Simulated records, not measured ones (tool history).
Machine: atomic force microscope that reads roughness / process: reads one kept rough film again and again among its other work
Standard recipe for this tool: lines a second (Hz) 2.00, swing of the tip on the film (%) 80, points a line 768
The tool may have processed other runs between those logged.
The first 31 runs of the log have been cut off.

| run | day | lines a second (Hz) | swing of the tip on the film (%) | points a line | roughness of the kept film (nm (root mean square)) |
|---|---|---|---|---|---|
| 32 | 8.333 | 3.48 | 66 | 358 | 1.971 |
| 33 | 8.712 | 1.39 | 66 | 485 | 2.117 |
| 34 | 8.900 | 2.00 | 66 | 273 | 2.054 |
| 35 | 9.283 | 3.78 | 68 | 545 | 1.904 |
| 36 | 9.562 | 1.20 | 58 | 559 | 2.177 |
| 37 | 9.812 | 1.20 | 58 | 559 | 2.157 |
| 38 | 10.150 | 2.32 | 83 | 768 | 1.821 |
| 39 | 10.433 | 2.00 | 57 | 375 | 2.130 |
| 40 | 10.783 | 2.00 | 57 | 375 | 2.109 |
|  | 10.871 | new tip fitted |
| 41 | 11.196 | 2.00 | 88 | 768 | 1.793 |
| 42 | 11.612 | 3.75 | 58 | 447 | 2.051 |

Forecast each of these 3 alternatives for the next run:
| A | 11.954 | 3.75 | 85 | 447 | ? |
| B | 11.954 | 0.65 | 80 | 768 | ? |
| C | 11.954 | 0.54 | 80 | 845 | ? |

| run | roughness of the kept film (nm (root mean square)) |
|---|---|
| A | 1.598 |
| B | 2.124 |
| C | 2.137 |
Take away the tool's hidden state, keep each run's random variation, and the runs would have read:
| run | roughness of the kept film (nm (root mean square)) |
|---|---|
| A | 1.599 |
| B | 2.125 |
| C | 2.138 |
